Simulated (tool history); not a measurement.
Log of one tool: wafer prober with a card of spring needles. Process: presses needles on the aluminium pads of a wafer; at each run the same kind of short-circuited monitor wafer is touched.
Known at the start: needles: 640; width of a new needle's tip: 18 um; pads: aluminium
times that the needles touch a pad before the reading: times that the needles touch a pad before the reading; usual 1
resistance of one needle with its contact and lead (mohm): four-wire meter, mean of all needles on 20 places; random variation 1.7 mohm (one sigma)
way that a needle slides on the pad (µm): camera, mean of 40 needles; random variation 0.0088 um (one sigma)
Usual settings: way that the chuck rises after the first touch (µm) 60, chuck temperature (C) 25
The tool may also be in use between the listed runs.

run	hour	way that the chuck rises after the first touch (µm)	chuck temperature (C)	times that the needles touch a pad before the reading	resistance of one needle with its contact and lead (mohm)	way that a needle slides on the pad (µm)
1	0	60	25	1	195	8.558
2	14.9	60	40	1	362	8.557
# hour 20.2: tips cleaned on abrasive film
3	27.2	60	40	1	304	8.542
# hour 39.5: tips cleaned on abrasive film
4	40	60	40	1	207	8.536
5	56.4	60	40	1	372	8.541
# hour 59.6: tips cleaned on abrasive film
6	71.1	60	25	2	287	8.514
# hour 79: tips cleaned on abrasive film
7	82.2	60	25	3	207	8.526
8	90.3	60	25	3	241	8.523
# hour 92: height of the first contact set anew
# hour 98.3: tips cleaned on abrasive film
9	105.6	60	25	3	227	8.489
10	115.7	60	25	3	249	8.479
# hour 117.7: tips cleaned on abrasive film
11	128.3	65	25	1	326	9.203
# hour 137.3: tips cleaned on abrasive film
12	145	65	25	1	297	9.196
# hour 157.5: tips cleaned on abrasive film
13	162.8	65	25	1	278	9.159
14	173.6	65	25	1	352	9.146
# hour 177.3: tips cleaned on abrasive film
15	182.1	65	25	1	270	9.153
# hour 184.8: height of the first contact set anew, once more
16	195.8	65	25	1	352	9.28
# hour 197.2: tips cleaned on abrasive film
17	209	60	122	3	256	8.569

Run 18 comes next. What will it give?
# hour 216.9: tips cleaned on abrasive film
18	221.7	46	122	1	?	?

{"run 18": {"resistance of one needle with its contact and lead (mohm)": 368, "way that a needle slides on the pad (µm)": 6.543}}
Without the tool's hidden state the same run would have given resistance of one needle with its contact and lead (mohm) 209, way that a needle slides on the pad (µm) 6.566.
